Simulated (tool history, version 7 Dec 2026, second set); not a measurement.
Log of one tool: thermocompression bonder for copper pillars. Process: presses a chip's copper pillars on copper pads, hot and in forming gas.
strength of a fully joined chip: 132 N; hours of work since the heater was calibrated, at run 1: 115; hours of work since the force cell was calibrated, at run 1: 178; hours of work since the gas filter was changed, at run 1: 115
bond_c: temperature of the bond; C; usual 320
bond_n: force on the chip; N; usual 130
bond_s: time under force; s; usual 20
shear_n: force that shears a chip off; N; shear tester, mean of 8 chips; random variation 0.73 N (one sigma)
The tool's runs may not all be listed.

run,hour,bond_c,bond_n,bond_s,hours of work since the heater was calibrated,hours of work since the force cell was calibrated,hours of work since the gas filter was changed,shear_n
1,0,320,130,20,115,178,115,52.1
2,4.7,320,130,43,117,181,117,68.9
3,13.4,345,130,20,123,186,123,66.4
4,19.3,345,130,20,126,189,126,66.5
5,26.3,345,130,20,130,194,130,66.6
6,34.3,345,130,20,135,198,135,65.5
7,39.7,320,130,42,138,202,138,68.7
8,44.6,320,130,42,141,204,141,68.7
9,53.3,320,130,20,146,210,146,51.9
10,62.5,320,130,20,152,215,152,53.2
11,70.8,320,130,20,157,220,157,52.6
12,76.8,320,88,20,160,224,160,40.9
13,85.3,320,88,20,165,229,165,40.8
14,90.4,346,130,20,168,232,168,66.4
15,99.1,320,130,20,174,237,174,52.3
16,105.1,320,130,11,177,240,177,42.2
17,112.8,320,130,48,182,245,182,73.2
18,119.5,320,130,22,186,249,186,54.6
19,123.9,310,173,20,188,252,188,57
20,128.2,320,100,20,191,254,191,44.7
21,135.3,320,100,20,195,258,195,44.6
22,143,320,100,20,200,263,200,44.7
23,152,340,93,28,205,268,205,58.1
24,157.1,296,88,25,208,271,208,35.4
# hour 166.8: forming gas filter changed
25,167.4,320,130,20,214,277,0,53.5
26,172.8,320,135,34,217,281,4,66.6
27,177.8,305,130,16,220,283,7,40.9
28,183.8,305,130,11,224,287,10,35.3
29,192.5,305,130,11,229,292,15,35.5
30,196.6,314,144,11,231,295,18,42
31,200.7,333,157,11,234,297,20,54.8
32,209.1,306,102,11,239,302,25,31.2
33,213.5,319,82,33,241,305,28,47.5

4 ways to go on from here, each from the tool as it stands after run 33. What would each give?
A,223,320,169,33,247,310,33,?
B,223,304,185,20,247,310,33,?
C,223,295,105,50,247,310,33,?
D,223,340,130,22,247,310,33,?

run,shear_n
A,74.3
B,55.7
C,50.6
D,65.3
Without the tool's hidden state the same runs would have given:
run,shear_n
A,74.4
B,55.8
C,50.7
D,65.5
